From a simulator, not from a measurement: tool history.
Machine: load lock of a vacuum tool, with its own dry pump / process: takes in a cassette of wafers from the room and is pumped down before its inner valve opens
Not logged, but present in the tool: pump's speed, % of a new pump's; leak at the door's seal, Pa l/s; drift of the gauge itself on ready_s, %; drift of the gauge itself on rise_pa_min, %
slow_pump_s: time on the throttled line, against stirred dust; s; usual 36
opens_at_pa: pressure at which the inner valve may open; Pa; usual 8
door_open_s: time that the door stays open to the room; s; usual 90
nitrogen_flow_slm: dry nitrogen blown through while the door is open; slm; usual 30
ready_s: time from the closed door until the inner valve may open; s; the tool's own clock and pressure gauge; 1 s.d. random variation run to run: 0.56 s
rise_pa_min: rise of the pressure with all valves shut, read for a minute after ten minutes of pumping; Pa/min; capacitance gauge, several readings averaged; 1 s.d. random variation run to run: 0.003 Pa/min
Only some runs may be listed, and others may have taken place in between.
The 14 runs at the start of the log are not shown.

run    hour  slow_pump_s  opens_at_pa  door_open_s  nitrogen_flow_slm  hours that the pump has run since its overhaul  times that the door has closed on its seal  incoming humidity of the room's air, %  ready_s  rise_pa_min
 15  1143.3           36            8           90                 30                                            5940                                       38494                                    46.7     81.3        0.341
 16  1226.7           36            8           90                 30                                            6023                                       38789                                    47.4     80.6        0.349
 17  1307.4           36            8           90                 30                                            6104                                       39074                                    45.1     79.9        0.368
 18  1413.4           36            8           90                 30                                            6210                                       39449                                      42     79.2        0.358
 19    1511           36            8           90                 30                                            6307                                       39795                                      46     81.2        0.374
 20  1596.6           36            8           90                 30                                            6393                                       40097                                    50.5     80.4         0.37
 21  1672.7           24            8           26                 18                                            6469                                       40367                                    45.2     72.2        0.366
 22  1750.9           24           15           26                  7                                            6547                                       40643                                    46.6     67.1        0.376
 23  1860.5           34           10          224                 42                                            6657                                       41031                                    44.5     78.3        0.401
 24  1928.6           18           10          224                  5                                            6725                                       41272                                    40.9     65.2        0.446
 25  2040.5           18            8          224                  5                                            6837                                       41667                                    45.6     67.9        0.456
 26  2121.8           48            9           83                  9                                            6918                                       41955                                    42.9     87.7        0.414
 27  2250.7           52            9           83                  9                                            7047                                       42410                                    44.6     89.6        0.425
 28  2319.1           41           11           81                  6                                            7115                                       42652                                    42.1     82.5        0.417
 29  2393.6           36           13          204                 30                                            7190                                       42916                                    42.1     77.5         0.42
 30    2462           60           15           61                 15                                            7258                                       43158                                      47     93.2        0.426
 31  2548.7           60           15           53                 15                                            7345                                       43465                                    43.9     92.9        0.416
 32  2666.7           29           11          188                  8                                            7463                                       43882                                    46.8     73.9         0.47
 33    2784           29           11          188                  4                                            7580                                       44297                                    44.9     74.8        0.485
 34  2860.3           29           11          188                  7                                            7657                                       44567                                    44.6     74.4        0.479
 35  2912.4           28            8           90                 15                                            7709                                       44751                                    45.7     74.7        0.443
 36  2990.8           28            8           90                 15                                            7787                                       45028                                    46.2     75.3        0.454
 37  3072.7           36           15           35                 30                                            7869                                       45318                                    43.1     76.3        0.429

Alternative continuations, all from the tool just after run 37; predict every row:
  A  3190.3           36           16           44                  5                                            7987                                       45734                                    48.2        ?            ?
  B  3190.3           36            6           90                  9                                            7987                                       45734                                    41.9        ?            ?
  C  3190.3           66           13           90                 30                                            7987                                       45734                                    49.1        ?            ?
  D  3190.3           68           14           35                  5                                            7987                                       45734                                    40.3        ?            ?

run  ready_s  rise_pa_min
  A     76.7        0.466
  B       83         0.47
  C     99.7        0.445
  D    100.4        0.458
Without the tool's unlogged condition, the same runs would have read:
run  ready_s  rise_pa_min
  A     74.4        0.046
  B     80.3         0.05
  C     97.8        0.028
  D     98.5        0.033
